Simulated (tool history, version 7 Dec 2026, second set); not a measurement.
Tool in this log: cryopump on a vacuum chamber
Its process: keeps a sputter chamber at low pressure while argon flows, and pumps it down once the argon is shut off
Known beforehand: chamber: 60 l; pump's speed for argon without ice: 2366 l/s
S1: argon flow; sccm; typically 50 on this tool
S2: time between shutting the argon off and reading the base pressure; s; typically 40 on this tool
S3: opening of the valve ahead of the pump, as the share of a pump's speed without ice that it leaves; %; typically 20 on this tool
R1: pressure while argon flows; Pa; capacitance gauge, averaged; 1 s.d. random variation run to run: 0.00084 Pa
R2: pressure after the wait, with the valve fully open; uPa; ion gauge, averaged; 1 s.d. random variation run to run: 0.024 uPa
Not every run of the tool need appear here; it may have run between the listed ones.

run	hour	S1	S2	S3	R1	R2
1	0	50	40	20	0.1864	1.82
# hour 8.2: pump warmed up, emptied and cooled again
2	52.7	50	40	20	0.1798	1.61
3	107.8	50	40	20	0.1795	1.62
4	146.2	50	40	20	0.1794	1.62
5	179.5	29	40	20	0.1051	1.67
6	244	44	40	20	0.159	1.67
7	315.6	44	40	20	0.1585	1.73
8	361	44	40	20	0.1587	1.76
9	429.4	44	40	20	0.1602	1.75
10	493.2	50	40	20	0.1819	1.85
11	550.4	50	23	20	0.1833	2.49
12	605.2	50	23	20	0.1844	2.46
13	639.5	50	23	20	0.1826	2.51
14	688.8	50	23	20	0.1834	2.52
15	744.5	50	23	20	0.1839	2.54
16	817.2	65	40	20	0.2378	2
17	879.5	53	24	29	0.1369	2.58
18	937.6	36	47	20	0.1335	1.97
19	969.3	20	38	20	0.0741	2.19
# hour 1010.1: leaking fittings of the chamber tightened, without venting
20	1037.8	20	38	20	0.0744	1.02

What will run 21 give?
21	1096.9	36	40	15	?	?

Run 21 came out at R1 0.1771 Pa, R2 1 uPa.
Had the tool carried no hidden state, the very same run would have given R1 0.1712 Pa, R2 0.94 uPa.

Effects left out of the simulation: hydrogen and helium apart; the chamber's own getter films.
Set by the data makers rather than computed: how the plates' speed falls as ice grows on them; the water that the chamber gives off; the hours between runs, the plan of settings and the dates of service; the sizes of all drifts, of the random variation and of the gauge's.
